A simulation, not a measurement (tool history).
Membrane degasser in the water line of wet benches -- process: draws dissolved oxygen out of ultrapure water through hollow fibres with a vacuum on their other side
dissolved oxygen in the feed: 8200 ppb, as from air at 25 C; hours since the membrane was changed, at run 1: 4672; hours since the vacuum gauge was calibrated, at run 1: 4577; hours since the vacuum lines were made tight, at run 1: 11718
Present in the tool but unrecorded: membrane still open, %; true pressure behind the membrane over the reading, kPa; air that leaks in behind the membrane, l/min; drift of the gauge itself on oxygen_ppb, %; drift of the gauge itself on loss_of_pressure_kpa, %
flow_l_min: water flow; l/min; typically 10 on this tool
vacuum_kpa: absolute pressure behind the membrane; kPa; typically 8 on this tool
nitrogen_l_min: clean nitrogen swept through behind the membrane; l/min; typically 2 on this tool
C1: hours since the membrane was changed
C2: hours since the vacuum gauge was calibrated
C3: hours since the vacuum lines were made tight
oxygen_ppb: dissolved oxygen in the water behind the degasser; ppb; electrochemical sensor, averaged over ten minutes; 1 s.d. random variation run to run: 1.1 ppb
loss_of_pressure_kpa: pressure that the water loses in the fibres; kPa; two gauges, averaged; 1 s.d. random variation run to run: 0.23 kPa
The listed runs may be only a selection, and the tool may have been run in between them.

Run 1, hour 0: usual settings; C1 4672; C2 4577; C3 11718. Result: oxygen_ppb 121.5 ppb, loss_of_pressure_kpa 59.8 kPa.
Run 2, hour 84.9: usual settings; C1 4756; C2 4662; C3 11803. Result: oxygen_ppb 121.1 ppb, loss_of_pressure_kpa 60.07 kPa.
Run 3, hour 230.5: usual settings; C1 4902; C2 4808; C3 11948. Result: oxygen_ppb 122.7 ppb, loss_of_pressure_kpa 60.06 kPa.
Run 4, hour 338.5: usual settings but flow_l_min 7 l/min; C1 5010; C2 4915; C3 12056. Result: oxygen_ppb 66.1 ppb, loss_of_pressure_kpa 41.9 kPa.
Run 5, hour 512.2: usual settings but flow_l_min 7 l/min; C1 5184; C2 5089; C3 12230. Result: oxygen_ppb 67.9 ppb, loss_of_pressure_kpa 41.91 kPa.
At hour 651.8: vacuum gauge calibrated.
Run 6, hour 700.3: usual settings but flow_l_min 7 l/min; C1 5371; C2 49; C3 12417. Result: oxygen_ppb 66.8 ppb, loss_of_pressure_kpa 42.27 kPa.
Run 7, hour 857.9: usual settings; C1 5529; C2 206; C3 12575. Result: oxygen_ppb 120.2 ppb, loss_of_pressure_kpa 60.49 kPa.
Run 8, hour 990.5: usual settings; C1 5662; C2 339; C3 12708. Result: oxygen_ppb 123.1 ppb, loss_of_pressure_kpa 60.65 kPa.
Run 9, hour 1082: usual settings; C1 5753; C2 430; C3 12799. Result: oxygen_ppb 120.4 ppb, loss_of_pressure_kpa 60.68 kPa.
Run 10, hour 1193.5: usual settings but nitrogen_l_min 1.65 l/min; C1 5865; C2 542; C3 12911. Result: oxygen_ppb 135.4 ppb, loss_of_pressure_kpa 60.55 kPa.
Run 11, hour 1342.1: usual settings but nitrogen_l_min 1.65 l/min; C1 6013; C2 690; C3 13059. Result: oxygen_ppb 133.7 ppb, loss_of_pressure_kpa 60.24 kPa.
Run 12, hour 1518.8: usual settings but nitrogen_l_min 1.65 l/min; C1 6190; C2 867; C3 13236. Result: oxygen_ppb 134.3 ppb, loss_of_pressure_kpa 60.66 kPa.
Run 13, hour 1669.4: usual settings but nitrogen_l_min 1.65 l/min; C1 6340; C2 1018; C3 13386. Result: oxygen_ppb 136.6 ppb, loss_of_pressure_kpa 60.65 kPa.
Run 14, hour 1864.2: usual settings but vacuum_kpa 6.19 kPa; C1 6535; C2 1212; C3 13581. Result: oxygen_ppb 100.4 ppb, loss_of_pressure_kpa 60.81 kPa.
Run 15, hour 2041.8: usual settings but vacuum_kpa 6.19 kPa; C1 6713; C2 1390; C3 13759. Result: oxygen_ppb 101.8 ppb, loss_of_pressure_kpa 61.03 kPa.
Run 16, hour 2155: usual settings but flow_l_min 9 l/min; C1 6826; C2 1503; C3 13872. Result: oxygen_ppb 104.8 ppb, loss_of_pressure_kpa 54.64 kPa.
At hour 2259.5: seals of the vacuum lines changed.
Run 17, hour 2267: usual settings but flow_l_min 15 l/min, vacuum_kpa 16.74 kPa, nitrogen_l_min 3.12 l/min; C1 6936; C2 1613; C3 7. Result: oxygen_ppb 311.9 ppb, loss_of_pressure_kpa 90.89 kPa.
Run 18, hour 2380.7: usual settings but flow_l_min 15 l/min, vacuum_kpa 7.68 kPa, nitrogen_l_min 2.7 l/min; C1 7050; C2 1727; C3 121. Result: oxygen_ppb 224.8 ppb, loss_of_pressure_kpa 90.93 kPa.
Run 19, hour 2469.6: usual settings but flow_l_min 6 l/min, vacuum_kpa 17.15 kPa; C1 7139; C2 1816; C3 210. Result: oxygen_ppb 118.6 ppb, loss_of_pressure_kpa 36.56 kPa.
Run 20, hour 2561.8: usual settings but flow_l_min 8 l/min, vacuum_kpa 17.15 kPa; C1 7231; C2 1908; C3 302. Result: oxygen_ppb 170.1 ppb, loss_of_pressure_kpa 48.64 kPa.
Run 21, hour 2736.7: usual settings but flow_l_min 8 l/min, vacuum_kpa 17.15 kPa; C1 7406; C2 2083; C3 477. Result: oxygen_ppb 171.8 ppb, loss_of_pressure_kpa 48.8 kPa.
Run 22, hour 2881.6: usual settings but nitrogen_l_min 1.97 l/min; C1 7551; C2 2228; C3 622. Result: oxygen_ppb 123.9 ppb, loss_of_pressure_kpa 60.97 kPa.
Run 23, hour 3049.1: usual settings but vacuum_kpa 6.1 kPa, nitrogen_l_min 0.81 l/min; C1 7718; C2 2395; C3 790. Result: oxygen_ppb 151 ppb, loss_of_pressure_kpa 60.58 kPa.
Run 24, hour 3182.6: usual settings but nitrogen_l_min 0.94 l/min; C1 7852; C2 2529; C3 923. Result: oxygen_ppb 181.7 ppb, loss_of_pressure_kpa 61.41 kPa.
Run 25, hour 3288.7: usual settings but nitrogen_l_min 3.91 l/min; C1 7958; C2 2635; C3 1029. Result: oxygen_ppb 96.8 ppb, loss_of_pressure_kpa 61.12 kPa.
Run 26, hour 3413.2: usual settings but vacuum_kpa 4.88 kPa, nitrogen_l_min 3.91 l/min; C1 8082; C2 2759; C3 1154. Result: oxygen_ppb 75.8 ppb, loss_of_pressure_kpa 61.16 kPa.
Run 27, hour 3504.3: usual settings but vacuum_kpa 8.16 kPa; C1 8173; C2 2851; C3 1245. Result: oxygen_ppb 125.3 ppb, loss_of_pressure_kpa 61.16 kPa.
Run 28, hour 3677.2: usual settings but vacuum_kpa 11.05 kPa, nitrogen_l_min 1.88 l/min; C1 8346; C2 3023; C3 1418. Result: oxygen_ppb 165.6 ppb, loss_of_pressure_kpa 61.48 kPa.
Run 29, hour 3860.5: usual settings but flow_l_min 14 l/min, vacuum_kpa 17.21 kPa, nitrogen_l_min 0.86 l/min; C1 8530; C2 3207; C3 1601. Result: oxygen_ppb 627.7 ppb, loss_of_pressure_kpa 85.55 kPa.
Run 30, hour 4050.8: usual settings but flow_l_min 14 l/min, vacuum_kpa 17.21 kPa, nitrogen_l_min 0.86 l/min; C1 8720; C2 3397; C3 1791. Result: oxygen_ppb 629.5 ppb, loss_of_pressure_kpa 86.55 kPa.
Run 31, hour 4233: usual settings but flow_l_min 11 l/min, vacuum_kpa 10.61 kPa, nitrogen_l_min 3.22 l/min; C1 8902; C2 3579; C3 1973. Result: oxygen_ppb 148.9 ppb, loss_of_pressure_kpa 67.37 kPa.
Run 32, hour 4338.3: usual settings but flow_l_min 16 l/min, vacuum_kpa 9.79 kPa, nitrogen_l_min 1.06 l/min; C1 9007; C2 3684; C3 2079. Result: oxygen_ppb 419.3 ppb, loss_of_pressure_kpa 98.6 kPa.

Per-run results on a tool with no hidden state, each run keeping its own random variation:
run  oxygen_ppb  loss_of_pressure_kpa
  1       108.2                 57.98
  2       107.7                 58.22
  3       108.9                 58.15
  4        57.7                 40.53
  5        59.1                 40.51
  6        59.7                 40.81
  7       107.5                 58.35
  8       109.7                 58.45
  9       107.3                 58.44
 10       121.2                 58.29
 11       119.3                 57.92
 12       119.2                 58.27
 13         121                 58.21
 14        86.1                  58.3
 15        86.9                 58.45
 16        91.1                 52.28
 17       285.3                  86.9
 18       196.4                 86.87
 19       114.2                 34.92
 20       161.2                 46.42
 21       162.5                 46.51
 22       108.8                 58.08
 23       133.5                 57.61
 24       164.7                 58.37
 25        81.1                 58.06
 26        60.2                 58.03
 27       108.7                 58.02
 28       148.3                 58.25
 29       594.6                 80.97
 30       595.2                 81.82
 31       127.1                  63.6
 32       375.2                 93.04
